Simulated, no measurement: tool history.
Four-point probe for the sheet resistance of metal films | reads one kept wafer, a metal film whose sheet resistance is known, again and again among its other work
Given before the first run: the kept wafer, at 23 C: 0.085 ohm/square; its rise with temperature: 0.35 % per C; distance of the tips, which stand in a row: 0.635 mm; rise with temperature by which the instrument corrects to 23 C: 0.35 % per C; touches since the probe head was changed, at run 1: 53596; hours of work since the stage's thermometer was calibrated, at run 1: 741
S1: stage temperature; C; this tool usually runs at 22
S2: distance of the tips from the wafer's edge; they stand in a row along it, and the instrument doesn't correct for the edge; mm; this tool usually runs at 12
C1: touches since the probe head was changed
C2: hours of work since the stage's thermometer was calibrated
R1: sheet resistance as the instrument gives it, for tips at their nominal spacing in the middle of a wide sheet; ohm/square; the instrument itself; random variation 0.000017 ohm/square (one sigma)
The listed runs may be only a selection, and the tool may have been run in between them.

| run | hour | S1 | S2 | C1 | C2 | R1 |
|---|---|---|---|---|---|---|
| 1 | 0.0 | 22 | 12 | 53596 | 741 | 0.084420 |
| 2 | 25.2 | 22 | 12 | 54464 | 754 | 0.084421 |
| 3 | 41.0 | 22 | 12 | 55007 | 763 | 0.084427 |
| 4 | 74.6 | 22 | 9 | 56161 | 780 | 0.084487 |
| 5 | 103.5 | 22 | 12 | 57154 | 795 | 0.084396 |
| 6 | 132.9 | 22 | 12 | 58165 | 811 | 0.084334 |
| 7 | 148.8 | 33 | 12 | 58714 | 819 | 0.084345 |
| 8 | 164.6 | 33 | 12 | 59257 | 827 | 0.084330 |
| 9 | 191.1 | 23 | 43 | 60168 | 841 | 0.084235 |
| 10 | 207.8 | 22 | 12 | 60742 | 850 | 0.084327 |
| 11 | 237.9 | 20 | 18 | 61776 | 865 | 0.084244 |
| 12 | 262.9 | 20 | 18 | 62635 | 878 | 0.084283 |
| 13 | 298.9 | 22 | 12 | 63876 | 897 | 0.084321 |
| 14 | 314.7 | 22 | 12 | 64417 | 905 | 0.084276 |
| 15 | 335.8 | 22 | 12 | 65144 | 916 | 0.084298 |
| 16 | 351.6 | 31 | 56 | 65686 | 925 | 0.084177 |

4 ways to go on from here, each from the tool as it stands after run 16. What would each give?
| A | 386.9 | 21 | 6 | 66901 | 943 | ? |
| B | 386.9 | 21 | 32 | 66901 | 943 | ? |
| C | 386.9 | 22 | 48 | 66901 | 943 | ? |
| D | 386.9 | 24 | 32 | 66901 | 943 | ? |

| run | R1 |
|---|---|
| A | 0.084667 |
| B | 0.084161 |
| C | 0.084141 |
| D | 0.084152 |
The same runs, with their run-to-run variation unchanged, on a tool lacking any hidden condition would have given:
| run | R1 |
|---|---|
| A | 0.085533 |
| B | 0.085022 |
| C | 0.085002 |
| D | 0.085014 |
